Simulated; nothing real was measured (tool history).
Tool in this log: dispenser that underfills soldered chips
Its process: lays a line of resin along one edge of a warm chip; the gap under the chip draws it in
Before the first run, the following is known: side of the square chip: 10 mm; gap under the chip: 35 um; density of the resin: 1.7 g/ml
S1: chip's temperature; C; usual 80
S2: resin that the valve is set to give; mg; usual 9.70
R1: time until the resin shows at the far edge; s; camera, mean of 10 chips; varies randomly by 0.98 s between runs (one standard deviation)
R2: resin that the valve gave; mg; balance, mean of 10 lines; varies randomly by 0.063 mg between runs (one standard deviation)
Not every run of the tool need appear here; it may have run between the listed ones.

run	hour	S1	S2	R1	R2
1	0.0	80	9.70	174.7	9.41
2	3.1	80	9.70	197.4	9.53
# hour 5.0: new syringe of resin
3	5.5	84	9.70	85.7	9.46
4	9.2	84	9.70	102.0	9.44
5	13.6	77	9.70	157.6	9.58
6	17.0	85	9.70	138.3	9.35
7	21.9	85	9.70	170.7	9.31
# hour 22.9: new syringe of resin
8	27.0	80	11.95	113.2	11.51
9	29.0	80	11.95	124.7	11.40
10	32.5	75	11.35	176.3	10.88
11	35.8	80	9.30	175.1	8.98
12	40.2	80	9.30	212.1	8.96
# hour 40.8: new syringe of resin
13	44.4	80	10.99	111.7	10.45
14	47.1	68	8.56	205.6	8.04
15	49.1	77	9.70	156.1	9.24
16	52.1	77	9.70	177.6	9.20
17	54.8	85	12.34	147.9	11.63

Below, some changes in R1 between adjacent runs. For each, the amount present without the hidden state too (settings, incoming material, random variation) and the amount remaining for the hidden state with gauge scatter not shared by both compared results:
Unlogged tool condition in this case: resin's viscosity, % of fresh resin's; dose that the valve gives, % of what is set; true chip temperature over the reading, C; drift of the gauge itself on fill_s, %; drift of the gauge itself on given_mg, %.
Run 2 -> 3: S1 80 -> 84, new syringe of resin. R1 -111.7 s: hidden state -99.9, all else -11.8.
